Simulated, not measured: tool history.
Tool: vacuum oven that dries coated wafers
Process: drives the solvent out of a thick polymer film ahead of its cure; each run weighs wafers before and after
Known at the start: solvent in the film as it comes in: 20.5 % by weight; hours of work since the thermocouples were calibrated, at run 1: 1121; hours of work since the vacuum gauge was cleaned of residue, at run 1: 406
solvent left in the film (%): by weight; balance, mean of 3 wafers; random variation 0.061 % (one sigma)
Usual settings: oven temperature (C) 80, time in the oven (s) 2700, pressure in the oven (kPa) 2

| run | hour | oven temperature (C) | time in the oven (s) | pressure in the oven (kPa) | hours of work since the thermocouples were calibrated | hours of work since the vacuum gauge was cleaned of residue | solvent left in the film (%) |
|---|---|---|---|---|---|---|---|
| 1 | 0 | 80 | 2700 | 2 | 1121 | 406 | 3.96 |
| 2 | 108.9 | 83 | 2700 | 2 | 1173 | 458 | 3.38 |
| 3 | 204.3 | 83 | 2700 | 4.48 | 1219 | 503 | 4.42 |
| 4 | 315.2 | 80 | 2700 | 2 | 1271 | 556 | 4.19 |
|  | 343 | oven's thermocouples calibrated |
| 5 | 369.5 | 80 | 2700 | 2 | 13 | 581 | 3.66 |
| 6 | 420.2 | 89 | 2700 | 2 | 37 | 605 | 1.7 |
| 7 | 541 | 89 | 2700 | 2 | 94 | 663 | 1.71 |
| 8 | 637.9 | 80 | 2700 | 2 | 141 | 709 | 3.64 |
| 9 | 756.1 | 80 | 2700 | 2 | 197 | 765 | 3.65 |
| 10 | 866.9 | 80 | 2700 | 2 | 250 | 818 | 3.85 |
| 11 | 978.2 | 80 | 2700 | 2 | 303 | 871 | 3.76 |
| 12 | 1058.9 | 80 | 2700 | 2 | 341 | 909 | 3.95 |
| 13 | 1164.4 | 80 | 2700 | 2 | 391 | 959 | 3.85 |
| 14 | 1239.2 | 80 | 2700 | 2 | 427 | 995 | 3.86 |
| 15 | 1317.8 | 80 | 2700 | 1.93 | 464 | 1033 | 3.88 |
| 16 | 1442 | 80 | 2700 | 1.93 | 524 | 1092 | 3.83 |
| 17 | 1545.6 | 80 | 2700 | 1.93 | 573 | 1141 | 3.99 |
| 18 | 1605.1 | 80 | 2700 | 6.16 | 601 | 1169 | 5.83 |
| 19 | 1722.9 | 80 | 3240 | 2 | 657 | 1226 | 3.27 |
| 20 | 1796.2 | 80 | 3240 | 1.06 | 692 | 1260 | 2.78 |
| 21 | 1921.1 | 80 | 3300 | 2 | 752 | 1320 | 3.23 |
| 22 | 2025.4 | 80 | 3300 | 2 | 801 | 1370 | 3.32 |
| 23 | 2103.1 | 80 | 3300 | 2 | 838 | 1407 | 3.28 |
| 24 | 2216.5 | 80 | 3300 | 2 | 892 | 1461 | 3.45 |
| 25 | 2334 | 73 | 4560 | 1.35 | 948 | 1517 | 3.58 |
| 26 | 2451.2 | 73 | 1620 | 1.35 | 1004 | 1572 | 9.21 |
| 27 | 2519.5 | 81 | 1620 | 1.35 | 1037 | 1605 | 6.51 |
| 28 | 2584.4 | 67 | 1620 | 1.35 | 1068 | 1636 | 10.94 |
| 29 | 2636.3 | 67 | 1620 | 1.35 | 1092 | 1661 | 10.85 |
| 30 | 2737.1 | 75 | 3720 | 5.21 | 1140 | 1709 | 6.3 |
| 31 | 2827.5 | 81 | 2700 | 1.75 | 1184 | 1752 | 4.05 |
| 32 | 2911.4 | 76 | 3660 | 2.84 | 1223 | 1792 | 4.73 |
| 33 | 3011.3 | 80 | 2040 | 7.92 | 1271 | 1839 | 8.59 |
|  | 3038.8 | oven's thermocouples calibrated |
| 34 | 3075.1 | 75 | 4080 | 2 | 17 | 1869 | 3.33 |
| 35 | 3134.7 | 75 | 4080 | 2 | 46 | 1897 | 3.38 |
| 36 | 3191.3 | 76 | 1440 | 1.03 | 73 | 1924 | 7.88 |
| 37 | 3267.5 | 76 | 2940 | 2.93 | 109 | 1960 | 4.96 |
| 38 | 3377.5 | 77 | 1860 | 2.09 | 161 | 2013 | 6.72 |
|  | 3456.9 | vacuum gauge cleaned of residue and calibrated |
| 39 | 3482.7 | 80 | 2700 | 5.37 | 211 | 12 | 5.23 |
| 40 | 3548.4 | 80 | 2700 | 5.37 | 242 | 44 | 5.23 |
| 41 | 3661.8 | 80 | 2700 | 5.37 | 296 | 98 | 5.27 |
| 42 | 3786 | 83 | 3720 | 2 | 355 | 157 | 1.83 |
| 43 | 3854.6 | 80 | 2700 | 7.35 | 388 | 189 | 6.29 |
| 44 | 3912.5 | 75 | 1800 | 1.05 | 415 | 217 | 7.04 |
| 45 | 4017.6 | 80 | 3660 | 3.59 | 466 | 267 | 3.31 |
| 46 | 4091.5 | 80 | 2400 | 3.59 | 501 | 302 | 5.09 |
| 47 | 4153.9 | 66 | 2880 | 1.01 | 530 | 332 | 7.47 |

How the hidden state differs across the entries between the runs, from the last listed run before each to the first after it:
Between runs 4 and 5: oven's thermocouples calibrated (hour 343)
  true wafer temperature over the reading, C: -2.4 -> -0.26; true pressure over the reading, kPa: 0.143 -> 0.149
  measured less the result without the state, solvent left in the film (%): +0.76 -> +0.14
Between runs 33 and 34: oven's thermocouples calibrated (hour 3038.8)
  true wafer temperature over the reading, C: -2.73 -> -0.03; true pressure over the reading, kPa: 0.469 -> 0.476
  measured less the result without the state, solvent left in the film (%): +1.23 -> +0.3
Between runs 38 and 39: vacuum gauge cleaned of residue and calibrated (hour 3456.9)
  true wafer temperature over the reading, C: -0.33 -> -0.44; true pressure over the reading, kPa: 0.512 -> 0
  measured less the result without the state, solvent left in the film (%): +0.35 -> +0.14
